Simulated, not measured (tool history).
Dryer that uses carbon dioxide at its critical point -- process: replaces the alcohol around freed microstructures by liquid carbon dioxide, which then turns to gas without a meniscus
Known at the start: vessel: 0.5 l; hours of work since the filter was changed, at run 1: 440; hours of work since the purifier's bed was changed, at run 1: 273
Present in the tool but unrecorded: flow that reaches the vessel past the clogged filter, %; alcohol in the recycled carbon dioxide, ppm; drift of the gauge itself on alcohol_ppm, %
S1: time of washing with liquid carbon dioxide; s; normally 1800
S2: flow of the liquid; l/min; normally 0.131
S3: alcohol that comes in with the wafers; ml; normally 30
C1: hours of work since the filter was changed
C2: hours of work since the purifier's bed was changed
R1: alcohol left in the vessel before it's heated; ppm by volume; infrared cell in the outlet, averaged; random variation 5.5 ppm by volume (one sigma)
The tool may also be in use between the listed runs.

Run 1, hour 0.0: usual settings; C1 440; C2 273. Result: R1 340 ppm by volume.
Run 2, hour 13.0: usual settings but S2 0.177 l/min; C1 448; C2 281. Result: R1 80 ppm by volume.
Run 3, hour 21.3: usual settings but S2 0.177 l/min; C1 453; C2 286. Result: R1 81 ppm by volume.
Run 4, hour 32.8: usual settings but S2 0.177 l/min; C1 460; C2 293. Result: R1 78 ppm by volume.
Run 5, hour 47.5: usual settings but S2 0.177 l/min; C1 469; C2 302. Result: R1 79 ppm by volume.
Run 6, hour 57.5: usual settings but S2 0.177 l/min; C1 475; C2 308. Result: R1 93 ppm by volume.
Run 7, hour 70.4: usual settings but S2 0.177 l/min; C1 483; C2 316. Result: R1 96 ppm by volume.
Run 8, hour 77.6: usual settings but S2 0.177 l/min; C1 487; C2 321. Result: R1 90 ppm by volume.
Run 9, hour 93.2: usual settings but S2 0.177 l/min; C1 497; C2 330. Result: R1 92 ppm by volume.
Run 10, hour 101.3: usual settings but S2 0.177 l/min; C1 502; C2 335. Result: R1 96 ppm by volume.
Run 11, hour 110.8: usual settings but S2 0.219 l/min; C1 508; C2 341. Result: R1 46 ppm by volume.
At hour 117.2: inlet filter changed.
Run 12, hour 119.7: usual settings but S1 1500 s; C1 2; C2 346. Result: R1 430 ppm by volume.
Run 13, hour 133.7: usual settings; C1 10; C2 354. Result: R1 178 ppm by volume.
Run 14, hour 148.1: usual settings; C1 19; C2 363. Result: R1 188 ppm by volume.
Run 15, hour 161.6: usual settings; C1 27; C2 371. Result: R1 195 ppm by volume.
Run 16, hour 177.1: usual settings; C1 37; C2 381. Result: R1 189 ppm by volume.
Run 17, hour 191.0: usual settings; C1 45; C2 389. Result: R1 205 ppm by volume.
Run 18, hour 197.5: usual settings; C1 49; C2 393. Result: R1 200 ppm by volume.
Run 19, hour 210.7: usual settings but S1 1980 s; C1 57; C2 401. Result: R1 129 ppm by volume.
Run 20, hour 225.2: usual settings but S1 1980 s; C1 66; C2 410. Result: R1 131 ppm by volume.
Run 21, hour 240.8: usual settings but S1 1260 s, S2 0.162 l/min, S3 33 ml; C1 76; C2 420. Result: R1 466 ppm by volume.
Run 22, hour 250.2: usual settings but S1 1260 s, S2 0.162 l/min, S3 33 ml; C1 81; C2 425. Result: R1 456 ppm by volume.
Run 23, hour 258.6: usual settings but S1 1260 s, S2 0.207 l/min, S3 33 ml; C1 86; C2 430. Result: R1 151 ppm by volume.
Run 24, hour 265.8: usual settings but S1 1260 s, S2 0.207 l/min, S3 33 ml; C1 91; C2 435. Result: R1 154 ppm by volume.
Run 25, hour 277.4: usual settings but S1 2760 s, S2 0.085 l/min; C1 98; C2 442. Result: R1 210 ppm by volume.
Run 26, hour 291.5: usual settings but S1 1380 s, S2 0.110 l/min, S3 41 ml; C1 107; C2 451. Result: R1 1938 ppm by volume.
Run 27, hour 298.3: usual settings but S1 2280 s, S2 0.160 l/min, S3 41 ml; C1 111; C2 455. Result: R1 57 ppm by volume.
Run 28, hour 307.5: usual settings but S1 1440 s, S2 0.114 l/min, S3 41 ml; C1 116; C2 460. Result: R1 1470 ppm by volume.
Run 29, hour 320.8: usual settings but S1 1440 s, S2 0.207 l/min, S3 41 ml; C1 124; C2 468. Result: R1 104 ppm by volume.
Run 30, hour 330.1: usual settings but S1 2460 s, S2 0.207 l/min; C1 130; C2 474. Result: R1 53 ppm by volume.
Run 31, hour 338.7: usual settings but S1 2100 s, S2 0.186 l/min; C1 135; C2 479. Result: R1 52 ppm by volume.
Run 32, hour 348.5: usual settings but S2 0.087 l/min, S3 90 ml; C1 141; C2 485. Result: R1 3737 ppm by volume.
Run 33, hour 360.2: usual settings but S2 0.087 l/min, S3 90 ml; C1 148; C2 493. Result: R1 3753 ppm by volume.
Run 34, hour 367.0: usual settings but S1 1740 s, S2 0.130 l/min, S3 29 ml; C1 153; C2 497. Result: R1 294 ppm by volume.
Run 35, hour 379.9: usual settings but S1 2760 s, S2 0.209 l/min, S3 34 ml; C1 161; C2 505. Result: R1 57 ppm by volume.
Run 36, hour 392.5: usual settings but S1 2760 s, S2 0.209 l/min, S3 34 ml; C1 168; C2 512. Result: R1 48 ppm by volume.
Run 37, hour 399.2: usual settings but S1 2760 s, S2 0.110 l/min, S3 34 ml; C1 172; C2 516. Result: R1 91 ppm by volume.

Predict each of these 3 candidate next runs independently; none follows another, all start after run 37:
Run A, hour 413.7: usual settings but S1 2760 s, S2 0.110 l/min, S3 34 ml; C1 181; C2 525. Result: R1 ?.
Run B, hour 413.7: usual settings but S1 1980 s, S3 44 ml; C1 181; C2 525. Result: R1 ?.
Run C, hour 413.7: usual settings but S1 1740 s; C1 181; C2 525. Result: R1 ?.

run   R1
  A   91
  B  211
  C  295
The same runs, with their run-to-run variation unchanged, on a tool lacking any hidden condition would have given:
run   R1
  A   29
  B  114
  C  180
